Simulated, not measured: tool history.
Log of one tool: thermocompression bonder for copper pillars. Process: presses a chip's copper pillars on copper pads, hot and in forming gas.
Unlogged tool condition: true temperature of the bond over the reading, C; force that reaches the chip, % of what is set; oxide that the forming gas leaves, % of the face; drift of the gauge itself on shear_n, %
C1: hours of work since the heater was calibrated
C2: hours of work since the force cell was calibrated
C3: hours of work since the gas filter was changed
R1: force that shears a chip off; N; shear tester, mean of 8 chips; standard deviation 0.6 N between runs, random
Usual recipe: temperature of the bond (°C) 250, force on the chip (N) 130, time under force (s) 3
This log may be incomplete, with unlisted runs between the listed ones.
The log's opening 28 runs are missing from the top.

run 29 day=23.496 | temperature_of_the_bond_(°C)=250 force_on_the_chip_(N)=140 time_under_force_(s)=7 | C1=338 C2=830 C3=314 | R1=64.8
run 30 day=23.996 | temperature_of_the_bond_(°C)=250 force_on_the_chip_(N)=140 time_under_force_(s)=7 | C1=346 C2=838 C3=322 | R1=64.2
run 31 day=24.521 | temperature_of_the_bond_(°C)=257 force_on_the_chip_(N)=103 time_under_force_(s)=3 | C1=355 C2=847 C3=331 | R1=43.1
run 32 day=25.467 | temperature_of_the_bond_(°C)=273 force_on_the_chip_(N)=140 time_under_force_(s)=7 | C1=371 C2=863 C3=347 | R1=81.5
run 33 day=25.975 | temperature_of_the_bond_(°C)=240 force_on_the_chip_(N)=91 time_under_force_(s)=3 | C1=380 C2=872 C3=355 | R1=31.1
run 34 day=27.021 | temperature_of_the_bond_(°C)=240 force_on_the_chip_(N)=91 time_under_force_(s)=3 | C1=398 C2=890 C3=373 | R1=30.5
-- day=27.383 forming gas filter changed
run 35 day=27.933 | temperature_of_the_bond_(°C)=260 force_on_the_chip_(N)=130 time_under_force_(s)=3 | C1=413 C2=905 C3=9 | R1=54
run 36 day=28.983 | temperature_of_the_bond_(°C)=246 force_on_the_chip_(N)=181 time_under_force_(s)=3 | C1=430 C2=922 C3=27 | R1=52.8
run 37 day=29.725 | temperature_of_the_bond_(°C)=262 force_on_the_chip_(N)=109 time_under_force_(s)=4 | C1=443 C2=935 C3=40 | R1=52.9

4 ways to go on from here, each from the tool as it stands after run 37. What would each give?
run A day=30.325 | temperature_of_the_bond_(°C)=257 force_on_the_chip_(N)=130 time_under_force_(s)=3 | C1=453 C2=945 C3=50 | R1=?
run B day=30.325 | temperature_of_the_bond_(°C)=250 force_on_the_chip_(N)=100 time_under_force_(s)=3 | C1=453 C2=945 C3=50 | R1=?
run C day=30.325 | temperature_of_the_bond_(°C)=269 force_on_the_chip_(N)=108 time_under_force_(s)=6 | C1=453 C2=945 C3=50 | R1=?
run D day=30.325 | temperature_of_the_bond_(°C)=225 force_on_the_chip_(N)=85 time_under_force_(s)=9 | C1=453 C2=945 C3=50 | R1=?

run=A R1=50.7
run=B R1=39.4
run=C R1=67.3
run=D R1=38.5
Stripped of hidden state, with their random variation kept, the same runs would have yielded:
run=A R1=50.5
run=B R1=39.2
run=C R1=67.1
run=D R1=38.3

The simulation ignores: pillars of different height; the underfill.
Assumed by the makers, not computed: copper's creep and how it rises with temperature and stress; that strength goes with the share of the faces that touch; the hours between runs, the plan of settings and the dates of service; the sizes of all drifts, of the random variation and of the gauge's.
